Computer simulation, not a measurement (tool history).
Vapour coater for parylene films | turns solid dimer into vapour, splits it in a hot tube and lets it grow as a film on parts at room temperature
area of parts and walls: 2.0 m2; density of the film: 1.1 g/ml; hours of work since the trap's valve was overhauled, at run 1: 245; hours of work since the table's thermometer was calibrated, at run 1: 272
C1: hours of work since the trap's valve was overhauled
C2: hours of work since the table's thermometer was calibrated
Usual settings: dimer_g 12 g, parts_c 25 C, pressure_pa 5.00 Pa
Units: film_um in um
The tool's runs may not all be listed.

Run 1, hour 0.0: usual settings; C1 245; C2 272. Result: film_um 2.788 um.
Run 2, hour 33.3: usual settings; C1 266; C2 293. Result: film_um 2.778 um.
Run 3, hour 54.3: usual settings; C1 279; C2 306. Result: film_um 2.773 um.
Run 4, hour 79.0: usual settings but parts_c 26 C; C1 295; C2 322. Result: film_um 2.683 um.
Run 5, hour 94.3: usual settings but parts_c 23 C; C1 304; C2 331. Result: film_um 2.951 um.
Run 6, hour 124.8: usual settings but parts_c 23 C; C1 323; C2 350. Result: film_um 2.947 um.
Run 7, hour 154.4: usual settings but parts_c 23 C; C1 342; C2 369. Result: film_um 2.939 um.
Run 8, hour 182.8: usual settings; C1 360; C2 387. Result: film_um 2.765 um.
Run 9, hour 210.2: usual settings but dimer_g 22 g; C1 377; C2 404. Result: film_um 5.059 um.
Run 10, hour 237.8: usual settings but dimer_g 22 g; C1 394; C2 421. Result: film_um 5.037 um.
Run 11, hour 263.7: usual settings; C1 410; C2 438. Result: film_um 2.770 um.
Run 12, hour 283.7: usual settings; C1 423; C2 450. Result: film_um 2.745 um.
Run 13, hour 310.0: usual settings but dimer_g 13 g; C1 440; C2 467. Result: film_um 2.986 um.
Run 14, hour 331.7: usual settings but dimer_g 13 g; C1 453; C2 480. Result: film_um 2.964 um.
Run 15, hour 364.4: usual settings but dimer_g 13 g; C1 474; C2 501. Result: film_um 2.971 um.
Run 16, hour 390.6: usual settings but dimer_g 13 g; C1 490; C2 517. Result: film_um 2.978 um.
Run 17, hour 421.5: usual settings but pressure_pa 3.25 Pa; C1 510; C2 537. Result: film_um 2.799 um.
Run 18, hour 444.7: usual settings; C1 524; C2 551. Result: film_um 2.734 um.
Run 19, hour 464.1: usual settings but dimer_g 16 g; C1 536; C2 563. Result: film_um 3.634 um.
Run 20, hour 497.5: usual settings but dimer_g 15 g; C1 557; C2 584. Result: film_um 3.414 um.
Run 21, hour 530.9: usual settings but dimer_g 15 g; C1 578; C2 605. Result: film_um 3.407 um.
Run 22, hour 548.9: usual settings but dimer_g 15 g, parts_c 30 C; C1 590; C2 617. Result: film_um 2.919 um.
Run 23, hour 578.1: usual settings but pressure_pa 6.97 Pa; C1 608; C2 635. Result: film_um 2.676 um.
Run 24, hour 613.1: usual settings but pressure_pa 6.97 Pa; C1 630; C2 657. Result: film_um 2.692 um.
Run 25, hour 646.8: usual settings but pressure_pa 6.97 Pa; C1 651; C2 678. Result: film_um 2.678 um.
Run 26, hour 674.7: usual settings but pressure_pa 6.97 Pa; C1 669; C2 696. Result: film_um 2.664 um.
At hour 694.4: trap's valve overhauled.
Run 27, hour 695.0: usual settings but dimer_g 9 g, parts_c 24 C, pressure_pa 7.86 Pa; C1 0; C2 706. Result: film_um 2.147 um.
Run 28, hour 715.6: usual settings but dimer_g 14 g, parts_c 21 C, pressure_pa 2.95 Pa; C1 13; C2 719. Result: film_um 3.857 um.
Run 29, hour 739.5: usual settings but dimer_g 14 g, parts_c 19 C, pressure_pa 2.95 Pa; C1 28; C2 734. Result: film_um 4.103 um.
Run 30, hour 763.1: usual settings but dimer_g 14 g, parts_c 19 C, pressure_pa 5.44 Pa; C1 43; C2 749. Result: film_um 3.982 um.
Run 31, hour 784.8: usual settings but dimer_g 14 g, parts_c 19 C, pressure_pa 5.44 Pa; C1 57; C2 762. Result: film_um 3.980 um.
Run 32, hour 815.8: usual settings but dimer_g 20 g, pressure_pa 2.17 Pa; C1 76; C2 782. Result: film_um 4.951 um.
Run 33, hour 853.1: usual settings but dimer_g 20 g, parts_c 19 C, pressure_pa 2.17 Pa; C1 100; C2 805. Result: film_um 5.934 um.
Run 34, hour 877.8: usual settings but dimer_g 20 g, parts_c 19 C, pressure_pa 2.17 Pa; C1 115; C2 821. Result: film_um 5.940 um.
Run 35, hour 896.2: usual settings but dimer_g 10 g, parts_c 34 C, pressure_pa 4.80 Pa; C1 127; C2 832. Result: film_um 1.777 um.
Run 36, hour 912.9: usual settings but dimer_g 7 g, parts_c 29 C, pressure_pa 3.89 Pa; C1 137; C2 843. Result: film_um 1.474 um.
Run 37, hour 938.0: usual settings but dimer_g 7 g, parts_c 23 C, pressure_pa 3.89 Pa; C1 153; C2 858. Result: film_um 1.781 um.
Run 38, hour 965.4: usual settings but dimer_g 7 g, parts_c 23 C, pressure_pa 3.89 Pa; C1 170; C2 876. Result: film_um 1.783 um.
Run 39, hour 995.1: usual settings but dimer_g 7 g, parts_c 23 C, pressure_pa 3.89 Pa; C1 189; C2 894. Result: film_um 1.776 um.
Run 40, hour 1025.3: usual settings but dimer_g 7 g, parts_c 32 C, pressure_pa 5.65 Pa; C1 208; C2 913. Result: film_um 1.314 um.

4 ways to go on from here, each from the tool as it stands after run 40. What would each give?
Run A, hour 1046.1: usual settings but dimer_g 8 g, parts_c 31 C, pressure_pa 3.59 Pa; C1 221; C2 926. Result: film_um ?.
Run B, hour 1046.1: usual settings but dimer_g 9 g, parts_c 19 C, pressure_pa 7.60 Pa; C1 221; C2 926. Result: film_um ?.
Run C, hour 1046.1: usual settings but dimer_g 9 g, parts_c 32 C, pressure_pa 5.65 Pa; C1 221; C2 926. Result: film_um ?.
Run D, hour 1046.1: usual settings but dimer_g 7 g, pressure_pa 5.65 Pa; C1 221; C2 926. Result: film_um ?.

run  film_um
  A    1.585
  B    2.489
  C    1.691
  D    1.628
Without the tool's hidden state the same runs would have given:
run  film_um
  A    1.585
  B    2.489
  C    1.691
  D    1.628

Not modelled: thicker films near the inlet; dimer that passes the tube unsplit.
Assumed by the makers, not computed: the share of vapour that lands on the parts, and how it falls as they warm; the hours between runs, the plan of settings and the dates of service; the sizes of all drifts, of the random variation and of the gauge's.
